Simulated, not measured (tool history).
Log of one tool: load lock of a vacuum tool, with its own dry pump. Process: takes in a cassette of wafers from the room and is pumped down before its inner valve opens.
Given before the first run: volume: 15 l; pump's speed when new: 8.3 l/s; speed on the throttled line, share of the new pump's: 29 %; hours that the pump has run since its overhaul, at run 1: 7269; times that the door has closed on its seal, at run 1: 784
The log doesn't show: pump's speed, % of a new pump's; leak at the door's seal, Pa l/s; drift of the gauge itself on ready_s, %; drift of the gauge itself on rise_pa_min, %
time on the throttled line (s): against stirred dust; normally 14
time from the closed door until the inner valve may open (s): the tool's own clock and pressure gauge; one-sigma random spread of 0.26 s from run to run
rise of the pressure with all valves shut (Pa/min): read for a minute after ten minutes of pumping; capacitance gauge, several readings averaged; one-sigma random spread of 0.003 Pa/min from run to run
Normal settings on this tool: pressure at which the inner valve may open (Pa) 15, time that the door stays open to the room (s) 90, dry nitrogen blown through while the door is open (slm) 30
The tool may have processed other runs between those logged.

run     hour  time on the throttled line (s)  pressure at which the inner valve may open (Pa)  time that the door stays open to the room (s)  dry nitrogen blown through while the door is open (slm)  hours that the pump has run since its overhaul  times that the door has closed on its seal  incoming humidity of the room's air, %  time from the closed door until the inner valve may open (s)  rise of the pressure with all valves shut (Pa/min)
  1        0                              14                                               15                                             90                                                       30                                            7269                                         784                                    46.1                                                          28.1                                               0.047
  2    248.6                              14                                               15                                             90                                                        5                                            7518                                        1288                                    44.4                                                          28.4                                               0.081
  3    462.8                              14                                               15                                             90                                                        5                                            7732                                        1722                                    46.5                                                          28.5                                               0.091
  4    707.1                              14                                               15                                             90                                                        5                                            7976                                        2217                                    42.6                                                          28.5                                               0.086
  5   1104.9                              14                                               15                                             90                                                       16                                            8374                                        3024                                    46.3                                                          28.5                                               0.074
  6   1393.1                              14                                               15                                             90                                                       16                                            8662                                        3608                                    45.6                                                          28.8                                               0.073
  7   1669.4                              14                                               15                                             90                                                       36                                            8938                                        4168                                    45.6                                                          28.5                                               0.057
  8   1991.4                              14                                               15                                             90                                                       36                                            9260                                        4821                                    42.4                                                          28.8                                               0.051
  9   2384.6                              14                                               15                                             90                                                       41                                            9654                                        5618                                    46.2                                                          29.2                                                0.06
 10     2588                              14                                               15                                             90                                                       41                                            9857                                        6031                                    46.3                                                          29.4                                               0.061
 11   2872.3                              14                                               15                                             90                                                       30                                           10141                                        6607                                    44.9                                                          29.5                                               0.063
 12   3092.6                              14                                               15                                             90                                                       30                                           10362                                        7054                                    46.5                                                          29.3                                               0.069
 13   3339.1                              14                                               15                                             90                                                       30                                           10608                                        7554                                    44.4                                                          29.6                                               0.071
 14   3696.1                              14                                               15                                             90                                                       16                                           10965                                        8278                                    45.9                                                          29.6                                               0.089
 15   4054.3                              14                                               15                                             90                                                       16                                           11323                                        9004                                    45.6                                                          29.5                                               0.091
      4188.9  -- dry pump taken out, an overhauled one fitted
 16   4255.7                              14                                               15                                             90                                                       16                                              67                                        9400                                    47.2                                                          25.8                                               0.098
 17   4655.8                              14                                               15                                             90                                                       16                                             467                                       10211                                    44.8                                                          26.5                                               0.101
 18   4940.4                              14                                               15                                             90                                                       30                                             752                                       10788                                    43.5                                                          26.3                                               0.084
 19   5175.4                              14                                               15                                             90                                                       30                                             987                                       11265                                      41                                                          26.2                                               0.087
 20   5354.2                               8                                               12                                             83                                                       21                                            1165                                       11628                                    43.9                                                          22.4                                               0.093
 21   5715.9                               8                                               12                                             83                                                       21                                            1527                                       12361                                    47.4                                                          23.1                                                 0.1
 22   6081.4                               8                                               12                                             83                                                        9                                            1893                                       13102                                      47                                                          22.7                                               0.122
 23   6478.9                              14                                               15                                             63                                                       30                                            2290                                       13908                                    46.1                                                          27.2                                               0.091
 24   6698.7                              14                                               18                                             36                                                        5                                            2510                                       14354                                    47.3                                                          26.3                                               0.103
 25   7086.3                              14                                               18                                             36                                                        5                                            2897                                       15139                                    45.2                                                          26.7                                               0.106
 26   7306.9                              22                                               15                                             90                                                       39                                            3118                                       15587                                      44                                                          32.1                                               0.102
 27     7603                              15                                               27                                            159                                                        4                                            3414                                       16187                                    43.6                                                          26.6                                               0.183
 28   8029.3                              17                                               25                                             89                                                       30                                            3840                                       17052                                      46                                                          28.2                                               0.112
 29   8400.6                              10                                               13                                            139                                                       30                                            4212                                       17804                                    46.4                                                          25.2                                               0.139
 30   8705.1                              13                                               13                                             90                                                       30                                            4516                                       18422                                    45.8                                                          26.5                                               0.127
 31   9020.9                              13                                               13                                             90                                                       30                                            4832                                       19062                                    46.3                                                          27.4                                               0.139
 32   9353.1                              14                                               21                                            149                                                        8                                            5164                                       19736                                    46.7                                                          26.8                                               0.192
 33   9541.3                              14                                               21                                            149                                                        8                                            5352                                       20117                                    47.8                                                          26.6                                               0.196
 34   9877.1                              14                                               21                                            149                                                        8                                            5688                                       20798                                    46.6                                                          27.1                                               0.201
 35  10081.2                              10                                               16                                             90                                                        6                                            5892                                       21212                                    43.5                                                          24.9                                               0.181
 36    10504                              10                                               16                                             90                                                        6                                            6315                                       22069                                    44.3                                                            25                                               0.182
 37  10767.9                              10                                               16                                             90                                                        6                                            6579                                       22604                                    44.2                                                          24.9                                               0.182

Describe how what the log doesn't record of the tool's condition differs between the last listed run preceding each entry between runs and the first listed run following it.
Runs 15 to 16: dry pump taken out, an overhauled one fitted (hour 4188.9)
  pump's speed, % of a new pump's: 77.2 -> 100.1; leak at the door's seal, Pa l/s: 0.0101 -> 0.0105
  the result without the hidden state subtracted from the measured one, time from the closed door until the inner valve may open (s): +3.6 -> +0; rise of the pressure with all valves shut (Pa/min): +0.032 -> +0.034
